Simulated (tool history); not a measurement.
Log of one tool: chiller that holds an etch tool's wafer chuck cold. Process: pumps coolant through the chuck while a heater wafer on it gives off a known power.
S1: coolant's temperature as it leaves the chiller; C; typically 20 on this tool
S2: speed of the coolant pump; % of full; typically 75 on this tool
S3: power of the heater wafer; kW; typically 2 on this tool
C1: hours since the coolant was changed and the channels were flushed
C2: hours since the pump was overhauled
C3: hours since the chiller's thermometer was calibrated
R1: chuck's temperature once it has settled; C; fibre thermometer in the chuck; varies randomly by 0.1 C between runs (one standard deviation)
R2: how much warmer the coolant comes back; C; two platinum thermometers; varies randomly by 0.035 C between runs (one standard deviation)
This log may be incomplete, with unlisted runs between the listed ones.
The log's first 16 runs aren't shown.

run,hour,S1,S2,S3,C1,C2,C3,R1,R2
17,1860.8,20,63,2,2412,6901,476,40,7.33
18,1940,20,75,2,2492,6980,556,37,6.09
19,2123.2,29,75,2.188,2675,7163,739,47.7,6.68
20,2241,19,91,2.188,2793,7281,857,34.9,5.46
21,2325.9,19,91,2.188,2878,7366,941,34.8,5.45
# hour 2453.8: chiller's thermometer calibrated, once more
22,2502.5,17,88,1.133,3053,7542,49,25.6,2.97
23,2639.8,20,75,1.895,3190,7679,186,36.5,5.82
24,2721.9,21,83,1.246,3273,7761,268,31.1,3.41
25,2834.9,12,96,1.442,3386,7874,381,22.2,3.32
26,2951.2,27,98,2.464,3502,7990,497,44.2,5.61
27,3110.5,20,75,1.142,3661,8150,657,30.3,3.49
28,3190.7,13,60,1.142,3741,8230,737,25.3,4.47
29,3295.5,19,62,2.871,3846,8335,842,48.9,10.83
30,3375.4,10,82,2.871,3926,8415,922,33.5,7.99
31,3551.6,20,75,1.789,4102,8591,1098,36,5.5
32,3720.8,20,64,2,4271,8760,1267,40.7,7.31
33,3864.1,14,70,2,4415,8903,1410,33.2,6.64

Predict each of these 3 candidate next runs independently; none follows another, all start after run 33:
A,3987.7,20,96,1.086,4538,9027,1534,?,?
B,3987.7,14,70,2.404,4538,9027,1534,?,?
C,3987.7,15,69,1.508,4538,9027,1534,?,?

run,R1,R2
A,27.8,2.57
B,36.9,8.06
C,29.7,5.11
Without the tool's unlogged condition, the same runs would have read:
run,R1,R2
A,26.9,2.42
B,34.2,7.59
C,28,4.81

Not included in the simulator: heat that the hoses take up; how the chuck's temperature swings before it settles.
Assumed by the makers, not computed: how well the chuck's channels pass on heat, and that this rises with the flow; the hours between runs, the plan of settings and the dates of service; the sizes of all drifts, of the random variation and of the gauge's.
